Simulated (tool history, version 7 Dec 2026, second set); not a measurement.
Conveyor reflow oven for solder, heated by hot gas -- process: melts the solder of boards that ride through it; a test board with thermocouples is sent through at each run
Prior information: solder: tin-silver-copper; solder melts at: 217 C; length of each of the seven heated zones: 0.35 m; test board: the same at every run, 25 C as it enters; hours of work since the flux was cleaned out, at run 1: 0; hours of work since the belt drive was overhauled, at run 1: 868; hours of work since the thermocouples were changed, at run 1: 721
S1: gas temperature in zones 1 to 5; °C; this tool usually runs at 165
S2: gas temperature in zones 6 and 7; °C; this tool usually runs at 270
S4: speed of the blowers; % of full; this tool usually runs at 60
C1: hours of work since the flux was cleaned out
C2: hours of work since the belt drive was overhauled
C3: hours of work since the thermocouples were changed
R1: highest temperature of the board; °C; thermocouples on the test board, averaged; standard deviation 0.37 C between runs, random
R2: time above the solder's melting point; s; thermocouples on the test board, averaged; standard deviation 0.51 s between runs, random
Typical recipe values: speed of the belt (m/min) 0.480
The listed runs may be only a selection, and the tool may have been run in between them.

Run 1, hour 0.0: usual settings; C1 0; C2 868; C3 721. Result: R1 248.3 °C, R2 58.4 s.
Run 2, hour 49.1: usual settings; C1 27; C2 895; C3 748. Result: R1 248.1 °C, R2 56.4 s.
Run 3, hour 87.4: usual settings; C1 48; C2 916; C3 769. Result: R1 247.7 °C, R2 57.2 s.
At hour 131.8: thermocouples of zones 6 and 7 changed.
Run 4, hour 132.6: usual settings; C1 72; C2 940; C3 0. Result: R1 245.8 °C, R2 54.2 s.
Run 5, hour 202.4: usual settings; C1 111; C2 979; C3 39. Result: R1 245.2 °C, R2 53.8 s.
Run 6, hour 250.9: usual settings; C1 137; C2 1005; C3 66. Result: R1 245.0 °C, R2 53.5 s.
Run 7, hour 302.8: usual settings; C1 166; C2 1034; C3 94. Result: R1 245.5 °C, R2 53.0 s.
Run 8, hour 374.1: usual settings; C1 205; C2 1073; C3 134. Result: R1 244.5 °C, R2 52.7 s.
Run 9, hour 408.1: usual settings; C1 224; C2 1092; C3 152. Result: R1 244.0 °C, R2 52.5 s.
Run 10, hour 442.7: usual settings; C1 243; C2 1111; C3 171. Result: R1 244.2 °C, R2 52.5 s.
Run 11, hour 481.2: usual settings; C1 264; C2 1132; C3 193. Result: R1 244.5 °C, R2 52.4 s.
Run 12, hour 551.1: usual settings; C1 303; C2 1171; C3 231. Result: R1 243.6 °C, R2 51.6 s.
Run 13, hour 603.9: usual settings; C1 332; C2 1200; C3 260. Result: R1 243.6 °C, R2 51.2 s.
Run 14, hour 672.1: usual settings but speed of the belt (m/min) 0.469; C1 369; C2 1237; C3 298. Result: R1 244.6 °C, R2 54.6 s.
Run 15, hour 727.0: usual settings but speed of the belt (m/min) 0.469; C1 400; C2 1268; C3 328. Result: R1 244.0 °C, R2 53.7 s.
Run 16, hour 803.0: usual settings but speed of the belt (m/min) 0.469; C1 442; C2 1310; C3 370. Result: R1 243.7 °C, R2 52.8 s.
At hour 851.6: flux residue cleaned out of gas plates and filters.
Run 17, hour 873.6: usual settings but S2 279 °C, S4 73 % of full; C1 12; C2 1346; C3 406. Result: R1 259.3 °C, R2 68.5 s.
Run 18, hour 915.2: usual settings but S2 262 °C, speed of the belt (m/min) 0.567, S4 78 % of full; C1 35; C2 1369; C3 429. Result: R1 239.1 °C, R2 40.2 s.
Run 19, hour 989.7: usual settings but S1 157 °C, S2 262 °C, speed of the belt (m/min) 0.567, S4 73 % of full; C1 76; C2 1410; C3 470. Result: R1 235.7 °C, R2 32.7 s.
Run 20, hour 1053.5: usual settings but S1 157 °C, S2 262 °C, speed of the belt (m/min) 0.567, S4 73 % of full; C1 111; C2 1445; C3 505. Result: R1 235.2 °C, R2 33.4 s.
Run 21, hour 1090.0: usual settings but S1 155 °C, S2 269 °C, speed of the belt (m/min) 0.485, S4 52 % of full; C1 131; C2 1465; C3 526. Result: R1 240.1 °C, R2 43.3 s.
At hour 1152.4: belt drive overhauled, speed set with a stopwatch.
Run 22, hour 1163.9: usual settings but S1 160 °C, speed of the belt (m/min) 0.510; C1 170; C2 6; C3 564. Result: R1 241.4 °C, R2 43.5 s.
Run 23, hour 1238.6: usual settings but S1 171 °C; C1 211; C2 48; C3 605. Result: R1 245.9 °C, R2 56.0 s.
Run 24, hour 1276.3: usual settings but speed of the belt (m/min) 0.499, S4 53 % of full; C1 232; C2 68; C3 626. Result: R1 239.6 °C, R2 43.0 s.
Run 25, hour 1322.8: usual settings but speed of the belt (m/min) 0.499, S4 53 % of full; C1 258; C2 94; C3 652. Result: R1 240.4 °C, R2 43.5 s.
Run 26, hour 1365.7: usual settings but speed of the belt (m/min) 0.499, S4 53 % of full; C1 281; C2 118; C3 675. Result: R1 240.3 °C, R2 43.3 s.
Run 27, hour 1399.3: usual settings but speed of the belt (m/min) 0.499, S4 53 % of full; C1 300; C2 136; C3 694. Result: R1 239.3 °C, R2 42.5 s.
Run 28, hour 1477.1: usual settings but S1 156 °C, S2 283 °C, speed of the belt (m/min) 0.443, S4 53 % of full; C1 343; C2 179; C3 737. Result: R1 253.3 °C, R2 62.0 s.
Run 29, hour 1555.6: usual settings but S1 150 °C, S2 263 °C, speed of the belt (m/min) 0.535, S4 67 % of full; C1 386; C2 222; C3 780. Result: R1 230.5 °C, R2 25.1 s.
At hour 1582.4: thermocouples of zones 6 and 7 changed.
Run 30, hour 1593.6: usual settings but speed of the belt (m/min) 0.471, S4 78 % of full; C1 406; C2 242; C3 6. Result: R1 246.3 °C, R2 56.1 s.

Run by run, hidden condition taken away, random variation retained:
Hidden conditions of the tool in this case: heat that the gas passes to the board, % of a clean oven's; belt's true speed, % of the reading; true gas temperature in zones 6 and 7 over the reading, C; drift of the gauge itself on peak_c, C; drift of the gauge itself on liquid_s, %.
run     R1    R2
  1  245.8  54.9
  2  245.9  53.2
  3  245.5  54.2
  4  246.0  53.6
  5  245.6  53.5
  6  245.6  53.5
  7  246.4  53.3
  8  245.7  53.5
  9  245.3  53.6
 10  245.8  53.8
 11  246.2  53.9
 12  245.6  53.6
 13  245.9  53.6
 14  247.2  57.4
 15  246.8  56.8
 16  246.9  56.4
 17  257.4  65.4
 18  237.5  37.5
 19  234.5  30.6
 20  234.4  31.9
 21  239.0  41.1
 22  242.1  44.8
 23  246.6  57.3
 24  240.6  44.9
 25  241.7  45.8
 26  241.8  45.9
 27  241.0  45.3
 28  255.3  64.4
 29  234.0  30.9
 30  251.7  62.5

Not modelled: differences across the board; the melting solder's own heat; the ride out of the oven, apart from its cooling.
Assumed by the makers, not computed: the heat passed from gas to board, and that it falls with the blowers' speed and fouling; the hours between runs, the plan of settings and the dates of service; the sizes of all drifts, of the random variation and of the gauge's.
